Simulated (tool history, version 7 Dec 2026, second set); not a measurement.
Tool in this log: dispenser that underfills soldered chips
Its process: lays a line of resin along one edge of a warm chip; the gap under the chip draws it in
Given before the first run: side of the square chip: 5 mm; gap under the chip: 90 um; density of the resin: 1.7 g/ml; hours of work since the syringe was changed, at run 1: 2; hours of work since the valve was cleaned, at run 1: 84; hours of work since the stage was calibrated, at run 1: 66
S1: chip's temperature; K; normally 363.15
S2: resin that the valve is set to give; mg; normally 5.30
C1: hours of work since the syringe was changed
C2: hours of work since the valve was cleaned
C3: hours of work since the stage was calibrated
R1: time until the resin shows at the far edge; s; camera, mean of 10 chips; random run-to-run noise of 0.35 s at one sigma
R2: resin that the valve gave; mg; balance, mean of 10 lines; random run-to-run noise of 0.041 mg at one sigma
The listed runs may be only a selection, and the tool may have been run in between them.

{"run": 1, "hour": 0.0, "S1": 363.15, "S2": 5.3, "C1": 2, "C2": 84, "C3": 66, "R1": 20.6, "R2": 4.99}
{"hour": 6.2, "done": "new syringe of resin"}
{"run": 2, "hour": 6.9, "S1": 363.15, "S2": 5.3, "C1": 0, "C2": 89, "C3": 71, "R1": 18.1, "R2": 4.98}
{"run": 3, "hour": 12.3, "S1": 363.15, "S2": 5.3, "C1": 4, "C2": 93, "C3": 75, "R1": 24.8, "R2": 5.01}
{"hour": 15.3, "done": "dispensing valve cleaned and set on the balance"}
{"hour": 16.4, "done": "new syringe of resin"}
{"run": 4, "hour": 18.8, "S1": 364.15, "S2": 5.3, "C1": 2, "C2": 2, "C3": 79, "R1": 19.7, "R2": 5.32}
{"run": 5, "hour": 23.9, "S1": 364.15, "S2": 5.3, "C1": 5, "C2": 6, "C3": 82, "R1": 27.0, "R2": 5.32}
{"hour": 25.0, "done": "new syringe of resin"}
{"run": 6, "hour": 28.8, "S1": 364.15, "S2": 5.3, "C1": 3, "C2": 9, "C3": 86, "R1": 21.5, "R2": 5.27}
{"hour": 33.5, "done": "new syringe of resin"}
{"run": 7, "hour": 33.9, "S1": 363.15, "S2": 5.3, "C1": 0, "C2": 13, "C3": 89, "R1": 18.1, "R2": 5.32}
{"hour": 42.1, "done": "new syringe of resin"}
{"run": 8, "hour": 43.7, "S1": 363.15, "S2": 5.3, "C1": 1, "C2": 20, "C3": 96, "R1": 19.3, "R2": 5.22}
{"hour": 51.2, "done": "new syringe of resin"}
{"run": 9, "hour": 51.7, "S1": 363.15, "S2": 5.3, "C1": 0, "C2": 25, "C3": 101, "R1": 17.6, "R2": 5.21}
{"run": 10, "hour": 57.5, "S1": 363.15, "S2": 5.3, "C1": 5, "C2": 29, "C3": 106, "R1": 24.9, "R2": 5.26}
{"hour": 59.8, "done": "new syringe of resin"}
{"run": 11, "hour": 62.3, "S1": 369.15, "S2": 5.3, "C1": 2, "C2": 33, "C3": 109, "R1": 16.7, "R2": 5.22}
{"hour": 68.6, "done": "new syringe of resin"}
{"run": 12, "hour": 71.3, "S1": 363.15, "S2": 5.3, "C1": 2, "C2": 39, "C3": 115, "R1": 20.5, "R2": 5.15}
{"hour": 77.8, "done": "new syringe of resin"}
{"run": 13, "hour": 79.0, "S1": 363.15, "S2": 5.3, "C1": 1, "C2": 44, "C3": 121, "R1": 18.6, "R2": 5.18}
{"run": 14, "hour": 84.5, "S1": 363.15, "S2": 5.3, "C1": 5, "C2": 48, "C3": 125, "R1": 26.9, "R2": 5.13}
{"hour": 86.5, "done": "new syringe of resin"}
{"run": 15, "hour": 89.9, "S1": 363.15, "S2": 5.3, "C1": 2, "C2": 52, "C3": 128, "R1": 21.2, "R2": 5.08}
{"hour": 95.1, "done": "new syringe of resin"}
{"run": 16, "hour": 95.3, "S1": 363.15, "S2": 5.61, "C1": 0, "C2": 56, "C3": 132, "R1": 18.3, "R2": 5.5}
{"hour": 104.1, "done": "new syringe of resin"}
{"run": 17, "hour": 105.8, "S1": 353.15, "S2": 5.12, "C1": 1, "C2": 63, "C3": 139, "R1": 28.5, "R2": 4.87}
{"hour": 112.6, "done": "new syringe of resin"}
{"run": 18, "hour": 113.5, "S1": 367.15, "S2": 6.72, "C1": 1, "C2": 68, "C3": 145, "R1": 15.5, "R2": 6.47}
{"hour": 121.7, "done": "new syringe of resin"}
{"run": 19, "hour": 122.3, "S1": 358.15, "S2": 5.09, "C1": 0, "C2": 74, "C3": 151, "R1": 22.2, "R2": 4.85}
{"hour": 130.5, "done": "new syringe of resin"}
{"run": 20, "hour": 130.5, "S1": 367.15, "S2": 5.62, "C1": 0, "C2": 80, "C3": 156, "R1": 14.6, "R2": 5.33}
{"run": 21, "hour": 136.0, "S1": 367.15, "S2": 5.75, "C1": 4, "C2": 84, "C3": 160, "R1": 20.4, "R2": 5.38}
{"hour": 139.1, "done": "new syringe of resin"}
{"run": 22, "hour": 143.7, "S1": 357.15, "S2": 5.32, "C1": 3, "C2": 89, "C3": 166, "R1": 28.6, "R2": 5.06}
{"hour": 148.3, "done": "new syringe of resin"}
{"hour": 152.0, "done": "dispensing valve cleaned and set on the balance"}
{"run": 23, "hour": 152.8, "S1": 357.15, "S2": 5.32, "C1": 2, "C2": 1, "C3": 171, "R1": 27.2, "R2": 5.28}
{"hour": 158.3, "done": "new syringe of resin"}
{"run": 24, "hour": 159.8, "S1": 371.15, "S2": 5.77, "C1": 1, "C2": 5, "C3": 176, "R1": 13.9, "R2": 5.75}
{"hour": 167.2, "done": "new syringe of resin"}
{"run": 25, "hour": 169.8, "S1": 360.15, "S2": 5.77, "C1": 2, "C2": 12, "C3": 183, "R1": 22.4, "R2": 5.64}
{"hour": 176.2, "done": "new syringe of resin"}
{"run": 26, "hour": 177.6, "S1": 358.15, "S2": 5.3, "C1": 1, "C2": 18, "C3": 189, "R1": 21.7, "R2": 5.17}
{"run": 27, "hour": 182.1, "S1": 362.15, "S2": 6.41, "C1": 4, "C2": 21, "C3": 192, "R1": 24.6, "R2": 6.33}
{"hour": 185.0, "done": "new syringe of resin"}
{"run": 28, "hour": 188.7, "S1": 364.15, "S2": 4.91, "C1": 3, "C2": 26, "C3": 196, "R1": 22.0, "R2": 4.9}
{"hour": 193.7, "done": "new syringe of resin"}
{"run": 29, "hour": 196.9, "S1": 357.15, "S2": 5.7, "C1": 2, "C2": 31, "C3": 202, "R1": 26.0, "R2": 5.51}
{"hour": 202.4, "done": "new syringe of resin"}
{"run": 30, "hour": 205.1, "S1": 359.15, "S2": 6.48, "C1": 2, "C2": 37, "C3": 208, "R1": 23.7, "R2": 6.36}
{"hour": 211.1, "done": "new syringe of resin"}
{"run": 31, "hour": 211.8, "S1": 359.15, "S2": 5.32, "C1": 0, "C2": 42, "C3": 212, "R1": 20.6, "R2": 5.19}
{"hour": 220.0, "done": "new syringe of resin"}
{"run": 32, "hour": 222.1, "S1": 360.15, "S2": 6.58, "C1": 2, "C2": 49, "C3": 220, "R1": 21.3, "R2": 6.33}

How would selected steps in R1 from run to run divide? Give the signed amount a tool lacking its hidden state would still show from settings, what came in and random variation, and the signed amount left for the hidden state, including any gauge scatter that is not in both of the compared results.
Hidden state at play: resin's viscosity, % of fresh resin's; dose that the valve gives, % of what is set; true chip temperature over the reading, C; drift of the gauge itself on fill_s, %; drift of the gauge itself on given_mg, %.
Run 2 -> 3: nothing adjusted, nothing logged. R1 +6.7 s: hidden state +7.1, all else -0.4.
Run 9 -> 10: nothing adjusted, nothing logged. R1 +7.3 s: hidden state +7.5, all else -0.2.
Run 13 -> 14: nothing adjusted, nothing logged. R1 +8.3 s: hidden state +7.5, all else +0.8.
Run 16 -> 17: S1 363.15 -> 353.15, S2 5.61 -> 5.12, new syringe of resin. R1 +10.2 s: hidden state +2.4, all else +7.8.
Run 17 -> 18: S1 353.15 -> 367.15, S2 5.12 -> 6.72, new syringe of resin. R1 -13.0 s: hidden state -2.1, all else -10.9.
Run 23 -> 24: S1 357.15 -> 371.15, S2 5.32 -> 5.77, new syringe of resin. R1 -13.3 s: hidden state -4.1, all else -9.2.
